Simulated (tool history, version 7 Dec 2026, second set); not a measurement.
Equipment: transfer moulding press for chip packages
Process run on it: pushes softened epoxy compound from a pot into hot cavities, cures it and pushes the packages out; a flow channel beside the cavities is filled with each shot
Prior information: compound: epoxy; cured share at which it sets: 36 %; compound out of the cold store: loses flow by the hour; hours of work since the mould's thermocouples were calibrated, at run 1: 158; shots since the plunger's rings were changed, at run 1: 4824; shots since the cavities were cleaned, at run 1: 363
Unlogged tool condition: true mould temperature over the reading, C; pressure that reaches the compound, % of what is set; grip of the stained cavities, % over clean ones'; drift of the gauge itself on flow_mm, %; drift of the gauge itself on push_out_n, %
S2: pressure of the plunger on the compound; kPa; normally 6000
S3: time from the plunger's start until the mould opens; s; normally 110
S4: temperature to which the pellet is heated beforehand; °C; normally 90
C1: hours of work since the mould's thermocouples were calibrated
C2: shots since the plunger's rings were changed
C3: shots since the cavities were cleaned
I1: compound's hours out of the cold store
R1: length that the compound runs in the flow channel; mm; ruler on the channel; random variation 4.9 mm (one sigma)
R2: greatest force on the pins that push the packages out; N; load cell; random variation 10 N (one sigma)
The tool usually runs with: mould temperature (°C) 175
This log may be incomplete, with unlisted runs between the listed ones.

run 1 day=0.000 | mould_temperature_(°C)=175 S2=6000 S3=110 S4=90 | C1=158 C2=4824 C3=363 | I1=28.6 | R1=526 R2=490
run 2 day=0.592 | mould_temperature_(°C)=175 S2=6000 S3=110 S4=90 | C1=165 C2=4937 C3=476 | I1=35.3 | R1=520 R2=445
-- day=1.129 cavities cleaned with cleaning compound and waxed
run 3 day=1.654 | mould_temperature_(°C)=175 S2=6760 S3=110 S4=90 | C1=177 C2=5128 C3=100 | I1=13.4 | R1=587 R2=454
run 4 day=2.246 | mould_temperature_(°C)=174 S2=6000 S3=110 S4=90 | C1=184 C2=5242 C3=214 | I1=9.3 | R1=574 R2=502
run 5 day=3.342 | mould_temperature_(°C)=174 S2=6000 S3=110 S4=90 | C1=198 C2=5451 C3=423 | I1=17.1 | R1=549 R2=506
-- day=4.179 cavities cleaned with cleaning compound and waxed
run 6 day=4.358 | mould_temperature_(°C)=174 S2=6000 S3=110 S4=90 | C1=210 C2=5634 C3=34 | I1=24.4 | R1=543 R2=479
run 7 day=5.238 | mould_temperature_(°C)=175 S2=6000 S3=110 S4=90 | C1=220 C2=5802 C3=202 | I1=32.0 | R1=528 R2=459
-- day=6.188 plunger's sealing rings changed
run 8 day=6.267 | mould_temperature_(°C)=176 S2=6000 S3=110 S4=90 | C1=232 C2=15 C3=379 | I1=22.1 | R1=535 R2=445
run 9 day=6.788 | mould_temperature_(°C)=176 S2=6000 S3=110 S4=90 | C1=238 C2=115 C3=479 | I1=33.7 | R1=516 R2=451
-- day=7.300 cavities cleaned with cleaning compound and waxed
run 10 day=7.983 | mould_temperature_(°C)=175 S2=6000 S3=110 S4=91 | C1=252 C2=332 C3=131 | I1=47.4 | R1=506 R2=441
run 11 day=8.762 | mould_temperature_(°C)=175 S2=6000 S3=110 S4=91 | C1=262 C2=481 C3=280 | I1=14.4 | R1=543 R2=472
run 12 day=9.750 | mould_temperature_(°C)=175 S2=6000 S3=110 S4=91 | C1=274 C2=670 C3=469 | I1=8.2 | R1=561 R2=469
-- day=10.354 cavities cleaned with cleaning compound and waxed
run 13 day=10.475 | mould_temperature_(°C)=175 S2=6000 S3=110 S4=80 | C1=282 C2=797 C3=23 | I1=37.6 | R1=513 R2=468
run 14 day=11.658 | mould_temperature_(°C)=175 S2=6000 S3=112 S4=80 | C1=296 C2=1023 C3=249 | I1=43.4 | R1=499 R2=465
run 15 day=12.283 | mould_temperature_(°C)=172 S2=5960 S3=136 S4=88 | C1=304 C2=1143 C3=369 | I1=45.8 | R1=504 R2=429
run 16 day=12.825 | mould_temperature_(°C)=177 S2=6570 S3=106 S4=91 | C1=311 C2=1246 C3=472 | I1=24.1 | R1=558 R2=457
-- day=13.346 cavities cleaned with cleaning compound and waxed
run 17 day=13.546 | mould_temperature_(°C)=178 S2=6870 S3=132 S4=91 | C1=319 C2=1373 C3=39 | I1=19.4 | R1=576 R2=393
run 18 day=14.254 | mould_temperature_(°C)=175 S2=6000 S3=113 S4=84 | C1=328 C2=1508 C3=174 | I1=15.2 | R1=553 R2=467
run 19 day=15.358 | mould_temperature_(°C)=175 S2=6000 S3=113 S4=84 | C1=341 C2=1720 C3=386 | I1=12.4 | R1=557 R2=451
-- day=16.338 cavities cleaned with cleaning compound and waxed
run 20 day=16.338 | mould_temperature_(°C)=175 S2=6880 S3=99 S4=97 | C1=352 C2=1895 C3=0 | I1=42.6 | R1=530 R2=506
run 21 day=17.283 | mould_temperature_(°C)=175 S2=6880 S3=99 S4=97 | C1=364 C2=2076 C3=181 | I1=18.6 | R1=581 R2=543
run 22 day=18.288 | mould_temperature_(°C)=175 S2=6880 S3=99 S4=97 | C1=376 C2=2268 C3=373 | I1=12.5 | R1=595 R2=532
-- day=19.329 cavities cleaned with cleaning compound and waxed
run 23 day=19.388 | mould_temperature_(°C)=175 S2=6880 S3=111 S4=80 | C1=389 C2=2467 C3=12 | I1=27.9 | R1=574 R2=445
run 24 day=20.133 | mould_temperature_(°C)=175 S2=5210 S3=147 S4=90 | C1=398 C2=2609 C3=154 | I1=37.8 | R1=482 R2=400
run 25 day=20.975 | mould_temperature_(°C)=175 S2=5210 S3=147 S4=90 | C1=409 C2=2770 C3=315 | I1=21.4 | R1=503 R2=421
run 26 day=21.900 | mould_temperature_(°C)=175 S2=5120 S3=110 S4=99 | C1=420 C2=2948 C3=493 | I1=8.6 | R1=519 R2=471
-- day=22.308 cavities cleaned with cleaning compound and waxed
run 27 day=22.475 | mould_temperature_(°C)=169 S2=6280 S3=115 S4=91 | C1=426 C2=3046 C3=32 | I1=46.4 | R1=527 R2=543
run 28 day=23.129 | mould_temperature_(°C)=176 S2=6000 S3=110 S4=91 | C1=434 C2=3171 C3=157 | I1=30.5 | R1=521 R2=458

Each row is a separate what-if for the run after 28, all from the same tool condition, not one after another. Results?
run A day=24.200 | mould_temperature_(°C)=176 S2=4570 S3=110 S4=85 | C1=447 C2=3376 C3=362 | I1=39.4 | R1=? R2=?
run B day=24.200 | mould_temperature_(°C)=175 S2=5270 S3=112 S4=90 | C1=447 C2=3376 C3=362 | I1=18.7 | R1=? R2=?
run C day=24.200 | mould_temperature_(°C)=175 S2=5080 S3=110 S4=90 | C1=447 C2=3376 C3=362 | I1=29.2 | R1=? R2=?

run=A R1=441 R2=438
run=B R1=511 R2=463
run=C R1=482 R2=470
Take away the tool's hidden state, keep each run's random variation, and the runs would have read:
run=A R1=441 R2=433
run=B R1=511 R2=458
run=C R1=483 R2=465

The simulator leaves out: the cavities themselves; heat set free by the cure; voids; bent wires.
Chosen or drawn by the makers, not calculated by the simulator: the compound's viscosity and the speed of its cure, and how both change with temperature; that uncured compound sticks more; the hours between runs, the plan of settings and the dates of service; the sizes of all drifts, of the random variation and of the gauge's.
